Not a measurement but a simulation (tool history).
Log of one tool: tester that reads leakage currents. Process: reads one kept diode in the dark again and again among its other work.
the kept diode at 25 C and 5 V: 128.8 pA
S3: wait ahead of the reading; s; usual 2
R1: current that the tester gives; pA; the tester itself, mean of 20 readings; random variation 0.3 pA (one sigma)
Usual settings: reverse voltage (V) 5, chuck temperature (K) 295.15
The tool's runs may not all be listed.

run 1 hour=0 | reverse_voltage_(V)=5 chuck_temperature_(K)=295.15 S3=2 | R1=85.36
-- hour=18 chuck's temperature calibrated
run 2 hour=146.1 | reverse_voltage_(V)=5 chuck_temperature_(K)=295.15 S3=2 | R1=101.32
run 3 hour=314.7 | reverse_voltage_(V)=5 chuck_temperature_(K)=294.15 S3=2 | R1=91.48
run 4 hour=478.3 | reverse_voltage_(V)=5 chuck_temperature_(K)=294.15 S3=2 | R1=91.52
-- hour=687.4 tester calibrated
run 5 hour=705.8 | reverse_voltage_(V)=5 chuck_temperature_(K)=294.15 S3=2 | R1=92.2
run 6 hour=941.4 | reverse_voltage_(V)=5.98 chuck_temperature_(K)=294.15 S3=2 | R1=100.11
run 7 hour=1156.9 | reverse_voltage_(V)=5.98 chuck_temperature_(K)=294.15 S3=2 | R1=99.08
run 8 hour=1275.2 | reverse_voltage_(V)=5.98 chuck_temperature_(K)=294.15 S3=2 | R1=99.26
run 9 hour=1395.1 | reverse_voltage_(V)=5.98 chuck_temperature_(K)=294.15 S3=2 | R1=98.35
run 10 hour=1509.3 | reverse_voltage_(V)=5.98 chuck_temperature_(K)=294.15 S3=2 | R1=97.75
run 11 hour=1707.4 | reverse_voltage_(V)=5 chuck_temperature_(K)=295.15 S3=1.82 | R1=96
run 12 hour=1837.8 | reverse_voltage_(V)=2.65 chuck_temperature_(K)=316.15 S3=2 | R1=369.7
run 13 hour=1958.1 | reverse_voltage_(V)=2.65 chuck_temperature_(K)=316.15 S3=2 | R1=366.35

Forecast run 14:
-- hour=2000 chuck's temperature calibrated
run 14 hour=2083.1 | reverse_voltage_(V)=5 chuck_temperature_(K)=321.15 S3=0.51 | R1=?

Run 14 gave R1 826.5 pA.
Without the tool's hidden state the same run would have given R1 821.94 pA.

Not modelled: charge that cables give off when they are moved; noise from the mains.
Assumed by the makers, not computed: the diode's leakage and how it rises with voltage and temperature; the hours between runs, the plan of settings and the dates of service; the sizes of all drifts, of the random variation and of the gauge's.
